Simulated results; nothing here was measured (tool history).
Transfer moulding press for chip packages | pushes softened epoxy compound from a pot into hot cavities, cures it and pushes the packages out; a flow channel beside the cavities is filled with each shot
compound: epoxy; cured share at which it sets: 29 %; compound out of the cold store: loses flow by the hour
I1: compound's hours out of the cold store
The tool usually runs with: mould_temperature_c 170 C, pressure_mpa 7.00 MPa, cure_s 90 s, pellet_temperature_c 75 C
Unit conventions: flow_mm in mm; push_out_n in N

{"run": 1, "day": 0.0, "mould_temperature_c": 170, "pressure_mpa": 7.0, "cure_s": 90, "pellet_temperature_c": 75, "I1": 9.8, "flow_mm": 982, "push_out_n": 649}
{"day": 1.608, "done": "cavities cleaned with cleaning compound and waxed"}
{"run": 2, "day": 2.021, "mould_temperature_c": 170, "pressure_mpa": 7.0, "cure_s": 90, "pellet_temperature_c": 75, "I1": 28.7, "flow_mm": 877, "push_out_n": 576}
{"day": 3.125, "done": "cavities cleaned with cleaning compound and waxed"}
{"run": 3, "day": 3.942, "mould_temperature_c": 170, "pressure_mpa": 7.0, "cure_s": 90, "pellet_temperature_c": 75, "I1": 47.4, "flow_mm": 797, "push_out_n": 586}
{"day": 4.838, "done": "cavities cleaned with cleaning compound and waxed"}
{"run": 4, "day": 5.808, "mould_temperature_c": 170, "pressure_mpa": 7.0, "cure_s": 90, "pellet_temperature_c": 75, "I1": 46.1, "flow_mm": 794, "push_out_n": 574}
{"day": 6.388, "done": "cavities cleaned with cleaning compound and waxed"}
{"day": 7.858, "done": "cavities cleaned with cleaning compound and waxed"}
{"day": 8.383, "done": "plunger's sealing rings changed"}
{"run": 5, "day": 9.154, "mould_temperature_c": 170, "pressure_mpa": 7.0, "cure_s": 90, "pellet_temperature_c": 75, "I1": 31.9, "flow_mm": 862, "push_out_n": 582}
{"day": 9.483, "done": "cavities cleaned with cleaning compound and waxed"}
{"day": 10.971, "done": "cavities cleaned with cleaning compound and waxed"}
{"run": 6, "day": 10.992, "mould_temperature_c": 170, "pressure_mpa": 7.0, "cure_s": 90, "pellet_temperature_c": 75, "I1": 45.1, "flow_mm": 800, "push_out_n": 572}
{"day": 12.458, "done": "cavities cleaned with cleaning compound and waxed"}
{"day": 13.95, "done": "cavities cleaned with cleaning compound and waxed"}
{"run": 7, "day": 14.588, "mould_temperature_c": 170, "pressure_mpa": 7.0, "cure_s": 90, "pellet_temperature_c": 75, "I1": 30.2, "flow_mm": 873, "push_out_n": 614}
{"day": 15.592, "done": "cavities cleaned with cleaning compound and waxed"}
{"day": 17.229, "done": "cavities cleaned with cleaning compound and waxed"}
{"run": 8, "day": 17.25, "mould_temperature_c": 173, "pressure_mpa": 7.17, "cure_s": 74, "pellet_temperature_c": 80, "I1": 21.4, "flow_mm": 913, "push_out_n": 750}
{"day": 18.767, "done": "cavities cleaned with cleaning compound and waxed"}
{"run": 9, "day": 19.967, "mould_temperature_c": 164, "pressure_mpa": 8.14, "cure_s": 74, "pellet_temperature_c": 68, "I1": 30.5, "flow_mm": 971, "push_out_n": 1475}
{"day": 20.304, "done": "cavities cleaned with cleaning compound and waxed"}
{"day": 21.854, "done": "cavities cleaned with cleaning compound and waxed"}
{"day": 23.483, "done": "cavities cleaned with cleaning compound and waxed"}
{"run": 10, "day": 23.483, "mould_temperature_c": 163, "pressure_mpa": 7.0, "cure_s": 90, "pellet_temperature_c": 73, "I1": 9.3, "flow_mm": 1024, "push_out_n": 1096}
{"day": 24.079, "done": "plunger's sealing rings changed"}
{"day": 25.179, "done": "cavities cleaned with cleaning compound and waxed"}
{"run": 11, "day": 26.346, "mould_temperature_c": 163, "pressure_mpa": 7.55, "cure_s": 90, "pellet_temperature_c": 73, "I1": 24.2, "flow_mm": 980, "push_out_n": 1072}
{"day": 26.679, "done": "cavities cleaned with cleaning compound and waxed"}
{"day": 27.896, "done": "mould's thermocouples calibrated"}
{"day": 28.388, "done": "cavities cleaned with cleaning compound and waxed"}
{"run": 12, "day": 29.033, "mould_temperature_c": 170, "pressure_mpa": 7.0, "cure_s": 90, "pellet_temperature_c": 75, "I1": 32.8, "flow_mm": 862, "push_out_n": 608}

Predict each of these 5 candidate next runs independently; none follows another, all start after run 12:
{"day": 30.004, "done": "cavities cleaned with cleaning compound and waxed"}
{"run": "A", "day": 30.538, "mould_temperature_c": 170, "pressure_mpa": 5.23, "cure_s": 88, "pellet_temperature_c": 69, "I1": 31.6, "flow_mm": "?", "push_out_n": "?"}
{"day": 30.004, "done": "cavities cleaned with cleaning compound and waxed"}
{"run": "B", "day": 30.538, "mould_temperature_c": 170, "pressure_mpa": 7.0, "cure_s": 116, "pellet_temperature_c": 75, "I1": 37.5, "flow_mm": "?", "push_out_n": "?"}
{"day": 30.004, "done": "cavities cleaned with cleaning compound and waxed"}
{"run": "C", "day": 30.538, "mould_temperature_c": 166, "pressure_mpa": 7.0, "cure_s": 82, "pellet_temperature_c": 75, "I1": 37.9, "flow_mm": "?", "push_out_n": "?"}
{"day": 30.004, "done": "cavities cleaned with cleaning compound and waxed"}
{"run": "D", "day": 30.538, "mould_temperature_c": 165, "pressure_mpa": 5.89, "cure_s": 122, "pellet_temperature_c": 75, "I1": 8.5, "flow_mm": "?", "push_out_n": "?"}
{"day": 30.004, "done": "cavities cleaned with cleaning compound and waxed"}
{"run": "E", "day": 30.538, "mould_temperature_c": 175, "pressure_mpa": 7.0, "cure_s": 91, "pellet_temperature_c": 75, "I1": 44.4, "flow_mm": "?", "push_out_n": "?"}

run=A flow_mm=750 push_out_n=631
run=B flow_mm=836 push_out_n=424
run=C flow_mm=853 push_out_n=972
run=D flow_mm=934 push_out_n=515
run=E flow_mm=791 push_out_n=447
Without the tool's hidden state the same runs would have given:
run=A flow_mm=750 push_out_n=625
run=B flow_mm=836 push_out_n=420
run=C flow_mm=854 push_out_n=963
run=D flow_mm=935 push_out_n=510
run=E flow_mm=791 push_out_n=443
